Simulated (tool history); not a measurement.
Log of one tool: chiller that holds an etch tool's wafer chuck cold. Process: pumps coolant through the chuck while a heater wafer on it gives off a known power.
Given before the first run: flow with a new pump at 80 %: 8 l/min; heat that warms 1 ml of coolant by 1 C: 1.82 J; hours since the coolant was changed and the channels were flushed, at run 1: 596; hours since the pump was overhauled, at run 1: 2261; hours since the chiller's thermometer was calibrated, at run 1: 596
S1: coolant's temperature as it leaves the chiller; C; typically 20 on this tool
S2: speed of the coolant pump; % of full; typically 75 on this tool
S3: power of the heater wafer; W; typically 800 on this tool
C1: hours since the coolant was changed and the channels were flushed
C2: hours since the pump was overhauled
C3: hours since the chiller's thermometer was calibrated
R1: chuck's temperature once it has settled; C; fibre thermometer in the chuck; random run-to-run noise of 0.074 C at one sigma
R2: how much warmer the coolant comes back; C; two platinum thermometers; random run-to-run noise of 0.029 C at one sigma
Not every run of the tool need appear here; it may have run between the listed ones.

run 1 hour=0 | S1=20 S2=75 S3=800 | C1=596 C2=2261 C3=596 | R1=26.5 R2=3.56
run 2 hour=58.2 | S1=20 S2=75 S3=800 | C1=655 C2=2319 C3=655 | R1=26.45 R2=3.53
run 3 hour=89.5 | S1=20 S2=75 S3=800 | C1=686 C2=2350 C3=686 | R1=26.4 R2=3.58
run 4 hour=120.4 | S1=20 S2=75 S3=800 | C1=717 C2=2381 C3=717 | R1=26.39 R2=3.55
run 5 hour=160.3 | S1=19 S2=75 S3=800 | C1=757 C2=2421 C3=757 | R1=25.42 R2=3.55
run 6 hour=221 | S1=19 S2=75 S3=800 | C1=817 C2=2482 C3=817 | R1=25.42 R2=3.51
run 7 hour=267.1 | S1=20 S2=93 S3=800 | C1=863 C2=2528 C3=863 | R1=25 R2=2.82
run 8 hour=320 | S1=30 S2=62 S3=740 | C1=916 C2=2581 C3=916 | R1=37.11 R2=4.01
run 9 hour=358.6 | S1=28 S2=90 S3=800 | C1=955 C2=2620 C3=955 | R1=33.43 R2=2.91
run 10 hour=411.2 | S1=28 S2=90 S3=800 | C1=1007 C2=2672 C3=1007 | R1=33.29 R2=2.93
run 11 hour=469.8 | S1=28 S2=84 S3=1145 | C1=1066 C2=2731 C3=1066 | R1=36.26 R2=4.5
run 12 hour=495.7 | S1=11 S2=97 S3=552 | C1=1092 C2=2757 C3=1092 | R1=14.41 R2=1.87
run 13 hour=548.8 | S1=20 S2=89 S3=428 | C1=1145 C2=2810 C3=1145 | R1=22.83 R2=1.57

Below are 5 alternative next runs, each starting from the tool's condition after run 13. Predict each:
run A hour=579.3 | S1=15 S2=89 S3=642 | C1=1176 C2=2840 C3=1176 | R1=? R2=?
run B hour=579.3 | S1=12 S2=75 S3=800 | C1=1176 C2=2840 C3=1176 | R1=? R2=?
run C hour=579.3 | S1=20 S2=88 S3=428 | C1=1176 C2=2840 C3=1176 | R1=? R2=?
run D hour=579.3 | S1=20 S2=87 S3=607 | C1=1176 C2=2840 C3=1176 | R1=? R2=?
run E hour=579.3 | S1=20 S2=75 S3=800 | C1=1176 C2=2840 C3=1176 | R1=? R2=?

run=A R1=19.21 R2=2.33
run=B R1=18.27 R2=3.56
run=C R1=22.84 R2=1.6
run=D R1=24.18 R2=2.31
run=E R1=26.51 R2=3.53
The same runs, with their run-to-run variation unchanged, on a tool lacking any hidden condition would have given:
run=A R1=19.2 R2=2.33
run=B R1=18.25 R2=3.55
run=C R1=22.84 R2=1.59
run=D R1=24.17 R2=2.31
run=E R1=26.49 R2=3.52
